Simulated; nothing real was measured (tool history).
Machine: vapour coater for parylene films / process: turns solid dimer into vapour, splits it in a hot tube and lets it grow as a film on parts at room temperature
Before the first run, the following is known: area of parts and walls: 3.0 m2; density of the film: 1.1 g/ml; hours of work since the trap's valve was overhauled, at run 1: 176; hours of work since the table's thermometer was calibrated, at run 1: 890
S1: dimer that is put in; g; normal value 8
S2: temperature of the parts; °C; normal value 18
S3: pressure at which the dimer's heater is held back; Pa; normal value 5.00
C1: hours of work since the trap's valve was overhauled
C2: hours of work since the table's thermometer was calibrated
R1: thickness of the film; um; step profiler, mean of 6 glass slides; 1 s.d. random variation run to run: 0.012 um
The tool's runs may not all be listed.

run,hour,S1,S2,S3,C1,C2,R1
1,0.0,8,18,5.00,176,890,1.37
2,41.2,8,18,5.00,193,907,1.37
3,87.1,8,29,5.00,212,926,0.79
4,143.3,8,29,5.00,235,949,0.80
5,188.4,8,12,5.00,254,967,1.83
6,225.4,8,12,5.00,269,983,1.83
7,292.0,8,18,3.29,296,1010,1.45
8,329.5,3,18,7.15,312,1025,0.46
9,393.1,7,18,5.35,338,1051,1.15
10,438.4,3,18,8.96,357,1070,0.48
11,485.3,7,26,2.36,376,1089,0.92
12,530.9,7,10,4.83,395,1108,1.77
# hour 572.8: trap's valve overhauled
13,573.9,8,10,9.07,0,1124,1.80
14,607.5,8,10,9.07,14,1138,1.80

Consider 5 possible next runs. They are alternatives, not a sequence: every one starts from the tool as it was left by run 14. What does each give?
A,673.1,3,10,3.79,41,1165,?
B,673.1,4,10,9.07,41,1165,?
C,673.1,11,12,5.11,41,1165,?
D,673.1,4,14,5.00,41,1165,?
E,673.1,8,13,5.00,41,1165,?

run,R1
A,0.80
B,0.90
C,2.49
D,0.83
E,1.72
With no hidden state in the tool, these same runs would have given:
run,R1
A,0.80
B,0.90
C,2.50
D,0.83
E,1.73

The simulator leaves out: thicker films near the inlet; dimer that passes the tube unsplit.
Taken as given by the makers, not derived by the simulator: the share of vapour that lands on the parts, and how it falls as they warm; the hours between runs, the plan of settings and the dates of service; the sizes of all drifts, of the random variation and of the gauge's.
